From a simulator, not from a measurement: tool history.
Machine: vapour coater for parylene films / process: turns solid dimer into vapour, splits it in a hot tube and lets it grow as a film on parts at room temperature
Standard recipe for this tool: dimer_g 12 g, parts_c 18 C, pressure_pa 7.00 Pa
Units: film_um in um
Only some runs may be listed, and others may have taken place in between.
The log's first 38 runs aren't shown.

{"run": 39, "hour": 440.2, "dimer_g": 12, "parts_c": 23, "pressure_pa": 8.32, "film_um": 3.65}
{"run": 40, "hour": 452.8, "dimer_g": 19, "parts_c": 22, "pressure_pa": 4.29, "film_um": 6.91}
{"run": 41, "hour": 461.8, "dimer_g": 19, "parts_c": 22, "pressure_pa": 4.29, "film_um": 6.8}
{"run": 42, "hour": 469.2, "dimer_g": 19, "parts_c": 22, "pressure_pa": 4.29, "film_um": 6.81}
{"run": 43, "hour": 479.4, "dimer_g": 13, "parts_c": 13, "pressure_pa": 4.75, "film_um": 6.13}
{"run": 44, "hour": 491.2, "dimer_g": 13, "parts_c": 13, "pressure_pa": 4.75, "film_um": 6.11}
{"run": 45, "hour": 499.3, "dimer_g": 7, "parts_c": 13, "pressure_pa": 4.72, "film_um": 3.27}
{"run": 46, "hour": 507.3, "dimer_g": 6, "parts_c": 18, "pressure_pa": 4.63, "film_um": 2.41}

4 options for the next run, each taken on its own from the tool as it stands now. Forecast them:
{"run": "A", "hour": 518.5, "dimer_g": 12, "parts_c": 23, "pressure_pa": 6.79, "film_um": "?"}
{"run": "B", "hour": 518.5, "dimer_g": 18, "parts_c": 18, "pressure_pa": 4.63, "film_um": "?"}
{"run": "C", "hour": 518.5, "dimer_g": 6, "parts_c": 26, "pressure_pa": 5.54, "film_um": "?"}
{"run": "D", "hour": 518.5, "dimer_g": 6, "parts_c": 18, "pressure_pa": 2.25, "film_um": "?"}

run=A film_um=3.79
run=B film_um=7.19
run=C film_um=1.81
run=D film_um=2.82
Had the tool no hidden state, the same runs would have come out as:
run=A film_um=3.80
run=B film_um=7.21
run=C film_um=1.81
run=D film_um=2.83
